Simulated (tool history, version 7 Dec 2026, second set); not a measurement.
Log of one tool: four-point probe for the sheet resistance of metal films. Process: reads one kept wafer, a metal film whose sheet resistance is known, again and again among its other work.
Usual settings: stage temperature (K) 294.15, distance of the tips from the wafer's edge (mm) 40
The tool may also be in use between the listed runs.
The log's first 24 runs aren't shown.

run    hour  stage temperature (K)  distance of the tips from the wafer's edge (mm)  touches since the probe head was changed  hours of work since the stage's thermometer was calibrated  sheet resistance as the instrument gives it (ohm/square)
 25   995.6                 294.15                                               11                                     44800                                                         119                                                  0.148082
 26  1045.4                 294.15                                               11                                     46080                                                         145                                                  0.148016
 27  1078.0                 294.15                                               11                                     46918                                                         161                                                  0.148080
 28  1105.6                 301.15                                               12                                     47629                                                         175                                                  0.147465
 29  1144.9                 296.15                                               10                                     48637                                                         195                                                  0.147996
 30  1189.7                 296.15                                               33                                     49791                                                         218                                                  0.147793
 31  1234.6                 296.15                                               33                                     50945                                                         240                                                  0.147734
 32  1280.8                 294.15                                               64                                     52131                                                         264                                                  0.147896
 33  1326.7                 294.15                                               64                                     53312                                                         287                                                  0.147953
 34  1355.0                 294.15                                               64                                     54038                                                         301                                                  0.147906
 35  1381.1                 297.15                                               40                                     54710                                                         314                                                  0.147648
 36  1408.9                 297.15                                               40                                     55425                                                         328                                                  0.147639
 37  1432.0                 295.15                                               35                                     56018                                                         340                                                  0.147798
 38  1463.3                 294.15                                                5                                     56823                                                         356                                                  0.148712
 39  1509.1                 296.15                                               52                                     58001                                                         379                                                  0.147760

Forecast each of these 3 alternatives for the next run:
  A  1545.9                 293.15                                               61                                     58946                                                         397                                                         ?
  B  1545.9                 301.15                                               18                                     58946                                                         397                                                         ?
  C  1545.9                 297.15                                               35                                     58946                                                         397                                                         ?

run  sheet resistance as the instrument gives it (ohm/square)
  A                                                  0.148058
  B                                                  0.147418
  C                                                  0.147682
Without the tool's hidden state the same runs would have given:
run  sheet resistance as the instrument gives it (ohm/square)
  A                                                  0.148818
  B                                                  0.148173
  C                                                  0.148440
